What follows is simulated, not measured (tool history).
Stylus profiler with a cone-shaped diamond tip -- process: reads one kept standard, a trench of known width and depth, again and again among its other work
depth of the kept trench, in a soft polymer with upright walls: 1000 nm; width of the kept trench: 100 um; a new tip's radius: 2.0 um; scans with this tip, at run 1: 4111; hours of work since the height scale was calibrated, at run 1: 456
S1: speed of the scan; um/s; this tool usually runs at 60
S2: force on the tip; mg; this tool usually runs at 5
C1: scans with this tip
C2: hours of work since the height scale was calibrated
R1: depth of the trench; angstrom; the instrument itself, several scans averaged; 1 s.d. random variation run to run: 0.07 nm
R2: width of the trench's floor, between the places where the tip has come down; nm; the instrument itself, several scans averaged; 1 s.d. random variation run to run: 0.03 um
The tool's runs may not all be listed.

run,day,S1,S2,C1,C2,R1,R2
1,0,60,5,4111,456,10168.1,95120
2,1.146,60,5,4224,468,10167.7,95070
3,1.654,27,5,4275,474,10168.3,95140
4,2.271,60,3.63,4336,481,10135.6,95040
5,3.004,60,5,4409,489,10167.7,95020
6,3.929,60,5,4501,499,10167.3,94980
7,4.704,60,5,4578,508,10168,94980
8,5.521,66,14.49,4659,517,10342.7,95020
9,6.121,66,14.49,4718,523,10343.9,94930
# day 6.221: height scale calibrated on a step standard
10,6.742,17,8.8,4778,6,10243.5,95050
11,7.954,17,8.8,4898,19,10243.2,94980
12,8.538,92,2.79,4956,26,10111.7,94680
13,9.375,55,5.34,5040,35,10172.2,94890

Selected run-to-run steps in R1, each split into two signed amounts: the part the tool would show with no hidden state at all (from settings, incoming material and random variation), and the remainder, which goes to the hidden state together with any gauge scatter not common to the measured and the hidden-state-free results:
Unlogged tool condition in this case: radius of the tip, um; height scale over the true one, %; drift of the gauge itself on depth_nm, %; drift of the gauge itself on floor_um, %.
Run 7 -> 8: S1 60 -> 66, S2 5 -> 14.49. R1 +174.7 angstrom: hidden state -0.1, all else +174.8.
Run 9 -> 10: S1 66 -> 17, S2 14.49 -> 8.8, height scale calibrated on a step standard. R1 -100.4 angstrom: hidden state -1, all else -99.4.

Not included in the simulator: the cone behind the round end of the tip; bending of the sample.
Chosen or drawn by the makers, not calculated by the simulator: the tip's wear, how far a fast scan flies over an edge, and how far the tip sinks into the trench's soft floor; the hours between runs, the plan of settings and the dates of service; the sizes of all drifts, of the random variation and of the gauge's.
